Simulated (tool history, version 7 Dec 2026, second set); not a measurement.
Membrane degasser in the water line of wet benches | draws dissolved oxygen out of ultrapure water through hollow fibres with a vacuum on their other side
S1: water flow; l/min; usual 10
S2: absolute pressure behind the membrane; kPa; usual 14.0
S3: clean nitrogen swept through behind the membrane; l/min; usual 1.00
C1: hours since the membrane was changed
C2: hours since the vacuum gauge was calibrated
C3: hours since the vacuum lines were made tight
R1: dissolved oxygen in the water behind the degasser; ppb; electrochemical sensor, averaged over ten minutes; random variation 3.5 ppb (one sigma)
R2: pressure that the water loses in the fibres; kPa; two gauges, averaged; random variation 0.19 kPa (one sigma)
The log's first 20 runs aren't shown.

| run | hour | S1 | S2 | S3 | C1 | C2 | C3 | R1 | R2 |
|---|---|---|---|---|---|---|---|---|---|
| 21 | 2029.4 | 7 | 11.3 | 1.00 | 2417 | 4707 | 135 | 181.7 | 26.28 |
| 22 | 2121.8 | 10 | 14.0 | 0.98 | 2510 | 4800 | 227 | 351.7 | 38.21 |
| 23 | 2214.2 | 10 | 14.0 | 0.98 | 2602 | 4892 | 320 | 349.5 | 37.98 |
| 24 | 2329.1 | 8 | 14.9 | 2.43 | 2717 | 5007 | 435 | 155.8 | 30.73 |
| 25 | 2418.2 | 14 | 34.2 | 1.98 | 2806 | 5096 | 524 | 676.4 | 52.98 |
| 26 | 2494.3 | 15 | 14.6 | 0.54 | 2882 | 5172 | 600 | 859.3 | 56.94 |
| 27 | 2577.4 | 8 | 17.8 | 0.51 | 2965 | 5255 | 683 | 547.9 | 30.38 |
| 28 | 2699.7 | 8 | 17.8 | 0.51 | 3088 | 5377 | 805 | 549.6 | 30.41 |
| 29 | 2835.9 | 8 | 17.8 | 0.51 | 3224 | 5514 | 941 | 556.1 | 30.08 |
| 30 | 2937.5 | 10 | 15.2 | 0.42 | 3326 | 5615 | 1043 | 688.1 | 37.99 |
| 31 | 3055.0 | 10 | 15.2 | 0.42 | 3443 | 5733 | 1160 | 684.1 | 38.01 |
| 32 | 3118.8 | 10 | 15.2 | 0.42 | 3507 | 5797 | 1224 | 678.7 | 37.87 |

3 ways to go on from here, each from the tool as it stands after run 32. What would each give?
| A | 3200.7 | 10 | 9.3 | 0.42 | 3589 | 5878 | 1306 | ? | ? |
| B | 3200.7 | 7 | 15.2 | 0.42 | 3589 | 5878 | 1306 | ? | ? |
| C | 3200.7 | 10 | 27.1 | 0.61 | 3589 | 5878 | 1306 | ? | ? |

| run | R1 | R2 |
|---|---|---|
| A | 410.9 | 38.02 |
| B | 474.5 | 26.54 |
| C | 904.5 | 38.32 |
Without the tool's hidden state the same runs would have given:
| run | R1 | R2 |
|---|---|---|
| A | 409.7 | 37.97 |
| B | 473.7 | 26.50 |
| C | 903.5 | 38.27 |
